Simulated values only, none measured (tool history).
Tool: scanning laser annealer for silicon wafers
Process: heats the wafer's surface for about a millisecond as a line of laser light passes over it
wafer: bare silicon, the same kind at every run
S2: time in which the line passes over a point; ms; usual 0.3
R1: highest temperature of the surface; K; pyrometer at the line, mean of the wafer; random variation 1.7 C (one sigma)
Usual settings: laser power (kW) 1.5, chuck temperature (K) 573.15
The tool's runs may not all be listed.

run 1 hour=0 | laser_power_(kW)=1.5 S2=0.3 chuck_temperature_(K)=573.15 | R1=1333.15
run 2 hour=6.7 | laser_power_(kW)=1.301 S2=0.3 chuck_temperature_(K)=573.15 | R1=1205.15
run 3 hour=15.4 | laser_power_(kW)=1.301 S2=0.24 chuck_temperature_(K)=573.15 | R1=1129.15
run 4 hour=24.4 | laser_power_(kW)=1.301 S2=0.24 chuck_temperature_(K)=573.15 | R1=1128.15
run 5 hour=36.5 | laser_power_(kW)=1.301 S2=0.292 chuck_temperature_(K)=573.15 | R1=1194.15
run 6 hour=49.8 | laser_power_(kW)=1.5 S2=0.3 chuck_temperature_(K)=573.15 | R1=1328.15
run 7 hour=57.2 | laser_power_(kW)=1.302 S2=0.3 chuck_temperature_(K)=573.15 | R1=1203.15
run 8 hour=65 | laser_power_(kW)=1.5 S2=0.3 chuck_temperature_(K)=573.15 | R1=1325.15
run 9 hour=73.9 | laser_power_(kW)=1.5 S2=0.282 chuck_temperature_(K)=573.15 | R1=1300.15
run 10 hour=84 | laser_power_(kW)=1.5 S2=0.282 chuck_temperature_(K)=573.15 | R1=1304.15
run 11 hour=92.7 | laser_power_(kW)=1.5 S2=0.282 chuck_temperature_(K)=573.15 | R1=1302.15
run 12 hour=103.9 | laser_power_(kW)=1.5 S2=0.282 chuck_temperature_(K)=573.15 | R1=1304.15
run 13 hour=112.3 | laser_power_(kW)=1.5 S2=0.282 chuck_temperature_(K)=573.15 | R1=1302.15
run 14 hour=122.9 | laser_power_(kW)=1.507 S2=0.223 chuck_temperature_(K)=573.15 | R1=1218.15
run 15 hour=131.2 | laser_power_(kW)=1.372 S2=0.274 chuck_temperature_(K)=558.15 | R1=1197.15
run 16 hour=144.3 | laser_power_(kW)=1.372 S2=0.274 chuck_temperature_(K)=558.15 | R1=1196.15
run 17 hour=158.3 | laser_power_(kW)=1.5 S2=0.3 chuck_temperature_(K)=572.15 | R1=1327.15
run 18 hour=166.7 | laser_power_(kW)=1.5 S2=0.3 chuck_temperature_(K)=572.15 | R1=1321.15
run 19 hour=179.2 | laser_power_(kW)=1.5 S2=0.294 chuck_temperature_(K)=558.15 | R1=1306.15
run 20 hour=186.8 | laser_power_(kW)=1.378 S2=0.28 chuck_temperature_(K)=576.15 | R1=1227.15
run 21 hour=193.7 | laser_power_(kW)=1.378 S2=0.28 chuck_temperature_(K)=576.15 | R1=1228.15
run 22 hour=206.2 | laser_power_(kW)=1.503 S2=0.237 chuck_temperature_(K)=573.15 | R1=1235.15
run 23 hour=219.2 | laser_power_(kW)=1.503 S2=0.237 chuck_temperature_(K)=573.15 | R1=1234.15
run 24 hour=230.9 | laser_power_(kW)=1.503 S2=0.237 chuck_temperature_(K)=573.15 | R1=1237.15
run 25 hour=241.2 | laser_power_(kW)=1.566 S2=0.32 chuck_temperature_(K)=573.15 | R1=1399.15
run 26 hour=249.3 | laser_power_(kW)=1.485 S2=0.3 chuck_temperature_(K)=535.15 | R1=1276.15

Forecast each of these 4 alternatives for the next run:
run A hour=258.2 | laser_power_(kW)=1.348 S2=0.228 chuck_temperature_(K)=573.15 | R1=?
run B hour=258.2 | laser_power_(kW)=1.353 S2=0.38 chuck_temperature_(K)=537.15 | R1=?
run C hour=258.2 | laser_power_(kW)=1.5 S2=0.3 chuck_temperature_(K)=603.15 | R1=?
run D hour=258.2 | laser_power_(kW)=1.5 S2=0.3 chuck_temperature_(K)=609.15 | R1=?

run=A R1=1137.15
run=B R1=1287.15
run=C R1=1356.15
run=D R1=1361.15
Without the tool's hidden state the same runs would have given:
run=A R1=1155.15
run=B R1=1311.15
run=C R1=1380.15
run=D R1=1385.15
